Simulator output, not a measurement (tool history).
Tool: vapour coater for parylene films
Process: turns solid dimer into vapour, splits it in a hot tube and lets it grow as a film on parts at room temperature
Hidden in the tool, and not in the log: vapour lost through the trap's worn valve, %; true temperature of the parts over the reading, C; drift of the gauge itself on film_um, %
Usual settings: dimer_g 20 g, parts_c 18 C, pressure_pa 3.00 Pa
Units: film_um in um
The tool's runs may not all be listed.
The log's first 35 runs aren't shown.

run   hour  dimer_g  parts_c  pressure_pa  hours of work since the trap's valve was overhauled  hours of work since the table's thermometer was calibrated  film_um
 36  777.7       20       18         3.75                                                  306                                                        1210     6.04
 37  802.0       20       18         3.75                                                  328                                                        1232     5.98
     812.9  -- trap's valve overhauled
 38  824.0       20       18         3.75                                                   10                                                        1247     6.01
 39  844.8       16       15         8.98                                                   28                                                        1266     5.02
 40  863.9       16       15         8.98                                                   45                                                        1282     5.03
 41  884.2       18       15         8.98                                                   62                                                        1300     5.63
 42  907.8       18       10         3.01                                                   83                                                        1321     6.94
 43  929.9       18       22         3.01                                                  102                                                        1340     4.77
 44  957.2       26       18         3.00                                                  126                                                        1364     7.94
 45  973.7       35       12         3.00                                                  141                                                        1378    12.84

3 ways to go on from here, each from the tool as it stands after run 45. What would each give?
  A  989.4       27       18         3.00                                                  155                                                        1392        ?
  B  989.4        9       20         4.15                                                  155                                                        1392        ?
  C  989.4       24       15         4.03                                                  155                                                        1392        ?

run  film_um
  A     8.15
  B     2.51
  C     7.86
Without the tool's hidden state the same runs would have given:
run  film_um
  A     8.17
  B     2.52
  C     7.88

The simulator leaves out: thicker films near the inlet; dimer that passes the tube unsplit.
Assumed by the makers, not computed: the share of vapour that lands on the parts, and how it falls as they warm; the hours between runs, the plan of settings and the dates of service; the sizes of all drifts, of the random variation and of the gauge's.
